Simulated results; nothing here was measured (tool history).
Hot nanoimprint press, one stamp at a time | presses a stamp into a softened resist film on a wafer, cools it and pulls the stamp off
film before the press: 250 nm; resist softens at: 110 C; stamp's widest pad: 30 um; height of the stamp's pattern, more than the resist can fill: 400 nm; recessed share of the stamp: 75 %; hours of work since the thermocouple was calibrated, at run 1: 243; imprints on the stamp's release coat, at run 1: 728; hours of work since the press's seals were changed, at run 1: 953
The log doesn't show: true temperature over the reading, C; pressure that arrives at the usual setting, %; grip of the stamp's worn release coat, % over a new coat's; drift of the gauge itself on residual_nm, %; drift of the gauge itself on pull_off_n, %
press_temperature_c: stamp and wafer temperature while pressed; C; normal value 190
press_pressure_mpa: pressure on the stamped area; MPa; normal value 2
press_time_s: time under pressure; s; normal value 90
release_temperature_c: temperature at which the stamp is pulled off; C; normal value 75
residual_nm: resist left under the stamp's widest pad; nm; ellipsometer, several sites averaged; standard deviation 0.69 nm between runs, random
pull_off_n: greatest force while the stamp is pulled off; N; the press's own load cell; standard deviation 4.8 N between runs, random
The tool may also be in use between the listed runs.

run	hour	press_temperature_c	press_pressure_mpa	press_time_s	release_temperature_c	hours of work since the thermocouple was calibrated	imprints on the stamp's release coat	hours of work since the press's seals were changed	residual_nm	pull_off_n
1	0	190	2	90	75	243	728	953	108.1	284
2	34.7	190	2	90	75	265	856	975	107.6	298
3	68.9	190	2	90	75	287	983	996	107.7	310
4	90.1	190	2	90	75	301	1061	1010	108.3	327
5	111.6	199	2	90	75	314	1140	1023	88.8	323
# hour 144.3: plate thermocouple calibrated
6	153.9	199	2	90	75	6	1286	1048	85.1	322
7	182	199	2	90	75	24	1390	1066	86.2	343
8	214.3	199	2	90	75	44	1509	1087	86.6	342
# hour 230.8: stamp cleaned and given a new release coat
9	252.2	190	2	90	75	65	79	1107	106.3	253
10	293.6	190	2	90	75	91	232	1133	108.9	261
11	334.1	190	2	90	75	117	382	1159	109.1	277
12	366	190	2	63	62	137	500	1179	121.4	382
13	403	190	2	63	62	160	637	1203	121.8	391
14	427.7	190	2	158	63	176	729	1218	89.3	402
15	460.3	190	2	158	63	197	849	1239	89.8	404
16	490.6	190	2	158	63	216	961	1258	89.9	404
17	509.5	190	2	158	63	228	1031	1270	91	419
18	529.1	190	1.96	90	83	240	1104	1283	109.5	257
19	565.2	188	2	90	77	263	1237	1305	116.1	325

Measured result minus the same run's result without the hidden state. Both carry the same run-to-run variation, though not necessarily the same gauge scatter:
run	residual_nm	pull_off_n
1	+4.1	+57
2	+4.3	+68
3	+4.7	+79
4	+4.8	+88
5	+3.9	+92
6	+1.7	+92
7	+1.8	+105
8	+2.1	+111
9	+2.9	+10
10	+3.3	+22
11	+3.6	+34
12	+4.3	+56
13	+4.6	+69
14	+3.9	+79
15	+4.1	+90
16	+4.4	+99
17	+4.6	+108
18	+5.4	+73
19	+6	+99
